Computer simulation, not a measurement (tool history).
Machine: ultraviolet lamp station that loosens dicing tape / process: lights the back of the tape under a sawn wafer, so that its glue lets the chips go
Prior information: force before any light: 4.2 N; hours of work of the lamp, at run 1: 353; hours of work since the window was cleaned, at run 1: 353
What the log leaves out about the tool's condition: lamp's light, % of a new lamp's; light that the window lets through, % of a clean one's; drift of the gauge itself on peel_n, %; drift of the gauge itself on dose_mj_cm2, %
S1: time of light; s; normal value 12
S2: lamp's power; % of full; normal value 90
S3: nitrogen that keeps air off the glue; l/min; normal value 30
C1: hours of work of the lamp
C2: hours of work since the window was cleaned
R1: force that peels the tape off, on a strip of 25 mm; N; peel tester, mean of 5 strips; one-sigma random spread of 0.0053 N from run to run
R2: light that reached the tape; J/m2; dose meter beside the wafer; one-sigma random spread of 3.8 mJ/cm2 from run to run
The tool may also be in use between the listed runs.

run     day  S1  S2  S3   C1   C2     R1    R2
  1   0.000  12  90  30  353  353  0.145  4810
  2   2.212  12  90  30  394  394  0.165  4650
  3   4.267  12  83  30  432  432  0.215  4150
  4   5.917  12  83  30  462  462  0.212  4040
  5   7.854  12  98  30  498  498  0.169  4550
  6   9.633  12  90  30  531  531  0.217  4040
  7  12.196  12  90  30  578  578  0.241  3850
  8  13.400  12  90  30  600  600  0.260  3800
     15.404  -- lamp changed
  9  15.750   6  90  30    6  643  0.489  2860
     16.492  -- window cleaned of glue's vapour
 10  18.221   6  90  30   51   32  0.409  3130
 11  20.258   6  90  30   89   69  0.437  3010
 12  22.733   6  90  30  134  115  0.454  2930
 13  24.200   7  90  30  161  142  0.323  3330
 14  25.433  12  90  40  184  165  0.099  5610
 15  26.488  18  74  35  204  184  0.069  6870
 16  27.675  12  62  30  225  206  0.262  3710
 17  29.512  12  62  30  259  240  0.269  3700
 18  31.662   6  62  30  299  279  1.034  1750
 19  32.879   6  62  30  321  302  1.069  1730
 20  34.717  12  90  22  355  335  0.179  4930
 21  37.067  16  61  32  398  379  0.173  4280
 22  38.446   8  90  23  424  404  0.504  3100
 23  39.883   9  90  10  450  431  0.765  3390
 24  42.450  17  71  10  497  478  0.385  4830
 25  44.133   7  82  30  528  509  0.758  2250

5 ways to go on from here, each from the tool as it stands after run 25. What would each give?
  A  46.329  13  74  12  569  549   ?   ?
  B  46.329  12  94  30  569  549   ?   ?
  C  46.329  11  82  30  569  549   ?   ?
  D  46.329  12  75  15  569  549   ?   ?
  E  46.329   8  79  12  569  549   ?   ?

run     R1    R2
  A  0.599  3590
  B  0.191  4220
  C  0.333  3380
  D  0.567  3370
  E  1.109  2370
Without the tool's unlogged condition, the same runs would have read:
run     R1    R2
  A  0.222  5730
  B  0.071  6720
  C  0.115  5400
  D  0.200  5370
  E  0.532  3770

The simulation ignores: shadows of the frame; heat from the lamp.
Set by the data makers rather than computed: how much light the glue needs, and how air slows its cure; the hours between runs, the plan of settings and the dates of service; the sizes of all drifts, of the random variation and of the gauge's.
